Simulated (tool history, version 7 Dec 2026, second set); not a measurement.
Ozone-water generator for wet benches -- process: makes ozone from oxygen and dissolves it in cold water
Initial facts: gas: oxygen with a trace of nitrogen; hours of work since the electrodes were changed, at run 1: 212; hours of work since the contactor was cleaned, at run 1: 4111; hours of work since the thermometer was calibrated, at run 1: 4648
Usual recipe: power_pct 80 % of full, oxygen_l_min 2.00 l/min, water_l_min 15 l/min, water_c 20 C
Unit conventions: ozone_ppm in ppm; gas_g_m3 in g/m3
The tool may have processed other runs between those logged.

run   hour  power_pct  oxygen_l_min  water_l_min  water_c  hours of work since the electrodes were changed  hours of work since the contactor was cleaned  hours of work since the thermometer was calibrated  ozone_ppm  gas_g_m3
  1    0.0         80          2.00           15       20                                              212                                           4111                                                4648       19.1     256.1
  2   26.1         80          2.00           15       18                                              232                                           4132                                                4669       19.5     254.7
  3   44.4         80          2.00           15       18                                              247                                           4146                                                4683       19.6     253.1
  4   66.1         80          2.00           15       18                                              264                                           4163                                                4700       19.3     252.1
  5   99.8         80          2.00           15       20                                              291                                           4190                                                4727       19.2     255.8
  6  124.5         80          2.00           15       20                                              310                                           4210                                                4746       19.1     252.0
  7  156.6         80          2.00           15       20                                              335                                           4235                                                4772       19.2     251.3
  8  178.5         80          2.00           15       24                                              353                                           4252                                                4789       18.4     253.8
  9  196.2         47          2.00           15       24                                              367                                           4266                                                4803       12.3     168.3
 10  213.2         47          2.00           15       24                                              380                                           4280                                                4816       12.4     169.5
 11  236.8         47          2.00           15       24                                              399                                           4298                                                4835       12.2     168.2
 12  269.1         47          2.00           15       24                                              424                                           4324                                                4860       12.2     167.5
 13  293.5         47          2.00           15       24                                              444                                           4343                                                4880       12.5     167.3
 14  307.6         47          2.00           15       24                                              455                                           4354                                                4891       12.5     168.2
     321.0  -- water thermometer calibrated
 15  330.5         68          2.00           20       20                                              472                                           4372                                                   7       13.4     221.8
 16  356.1         80          1.96           15       20                                              493                                           4392                                                  28       19.1     250.7
 17  370.9         49          2.00           11       14                                              504                                           4404                                                  39       18.0     173.1
 18  387.9         49          2.00           11       14                                              518                                           4417                                                  53       18.1     174.4
 19  409.2         49          2.00           11       14                                              534                                           4434                                                  70       18.4     172.3
 20  442.1         49          2.00           11       14                                              560                                           4460                                                  96       18.1     171.4
 21  474.6         49          2.00           11       14                                              586                                           4486                                                 121       18.3     174.2
 22  493.7         49          2.00           11       14                                              601                                           4501                                                 136       17.8     171.9
 23  508.0         80          2.11           15       20                                              612                                           4512                                                 148       19.5     240.3
 24  528.9         80          1.96           15       23                                              629                                           4529                                                 164       18.7     251.9
 25  557.4         74          3.14           12       13                                              651                                           4551                                                 187       24.3     184.3
 26  579.6         64          1.73           15       16                                              669                                           4569                                                 204       16.4     224.1
     588.7  -- gauge calibrated
 27  603.1         64          1.73           15       16                                              688                                           4587                                                 223       16.3     229.4
 28  620.1         72          2.93           21       16                                              701                                           4601                                                 236       14.7     190.1

Below are 3 alternative next runs, each starting from the tool's condition after run 28. Predict each:
  A  633.7         72          2.93           21       26                                              712                                           4611                                                 247          ?         ?
  B  633.7         80          2.00           15       21                                              712                                           4611                                                 247          ?         ?
  C  633.7         80          2.00            9       19                                              712                                           4611                                                 247          ?         ?

run  ozone_ppm  gas_g_m3
  A       13.1     189.9
  B       19.2     255.3
  C       28.7     255.8
Without the tool's unlogged condition, the same runs would have read:
run  ozone_ppm  gas_g_m3
  A       13.2     190.3
  B       19.2     255.9
  C       28.7     256.5
